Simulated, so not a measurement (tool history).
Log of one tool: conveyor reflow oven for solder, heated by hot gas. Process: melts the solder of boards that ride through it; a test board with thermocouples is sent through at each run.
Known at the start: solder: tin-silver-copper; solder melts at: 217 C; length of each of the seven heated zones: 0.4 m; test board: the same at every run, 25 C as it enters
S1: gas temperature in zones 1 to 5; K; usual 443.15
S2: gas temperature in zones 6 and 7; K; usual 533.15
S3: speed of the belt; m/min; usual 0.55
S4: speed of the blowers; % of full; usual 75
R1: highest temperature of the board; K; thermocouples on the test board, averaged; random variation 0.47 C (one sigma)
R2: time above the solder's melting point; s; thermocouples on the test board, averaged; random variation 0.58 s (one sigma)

run   hour      S1      S2     S3  S4      R1    R2
  1      0  443.15  533.15   0.55  75  519.95  58.8
  2   14.8  443.15  534.15   0.55  75  520.35  59.6
  3   24.4  443.15  534.15  0.645  75  515.05  45.8
  4   33.5  443.15  534.15  0.645  75  515.85  44.6
  5   48.4  443.15  534.15  0.645  75  514.65  43.9
  6   68.2  443.15  534.15  0.645  75  514.55  45.4
  7   91.3  443.15  534.15  0.645  75  514.85  45.1
  8  106.7  443.15  534.15  0.645  75  515.85  44.6
  9  122.6  443.15  534.15  0.645  75  515.35  45.1
 10  131.4  443.15  533.15   0.55  75  519.25  59.3
 11  151.8  443.15  533.15   0.55  75  518.75  59.2
 12  161.8  443.15  533.15   0.55  75  519.25  59.8
 13  177.2  443.15  533.15   0.55  75  519.75    59
 14    197  443.15  533.15   0.55  75  518.95  58.8
 15  213.4  443.15  533.15   0.55  75  519.55  59.3
 16  230.6  451.15  533.15   0.55  87  522.95  66.2
 17  247.4  449.15  526.15   0.55  75  514.65  57.5
 18  263.1  449.15  526.15   0.55  75  514.35  56.1
 19  272.5  449.15  526.15   0.55  75  514.45  56.9
 20  281.5  449.15  526.15   0.55  75  513.85  55.9
 21  298.3  449.15  541.15  0.641  75  522.45  53.2
 22  309.1  428.15  534.15   0.55  60  512.05  44.6
 23  318.1  428.15  534.15   0.55  60  512.55    44
 24  329.8  434.15  527.15   0.55  80  513.35  51.4
 25  342.9  434.15  524.15  0.632  81  507.75  35.4
 26  352.5  436.15  533.15   0.55  54  510.45    44
 27    368  443.15  544.15   0.45  75  534.55  89.8
 28    387  443.15  544.15   0.45  75  534.15  88.3
 29  406.1  443.15  544.15   0.45  75  534.75  87.9
 30  415.6  443.15  543.15  0.556  75  527.45  65.3

Not shown: 1 entry that the log had between the listed runs. Between which runs, and how does the tool's hidden state differ before and after?
Between runs 6 and 7: flux residue cleaned out of gas plates and filters (hour 75.1)
  heat that the gas passes to the board, % of a clean oven's: 99.7 -> 100

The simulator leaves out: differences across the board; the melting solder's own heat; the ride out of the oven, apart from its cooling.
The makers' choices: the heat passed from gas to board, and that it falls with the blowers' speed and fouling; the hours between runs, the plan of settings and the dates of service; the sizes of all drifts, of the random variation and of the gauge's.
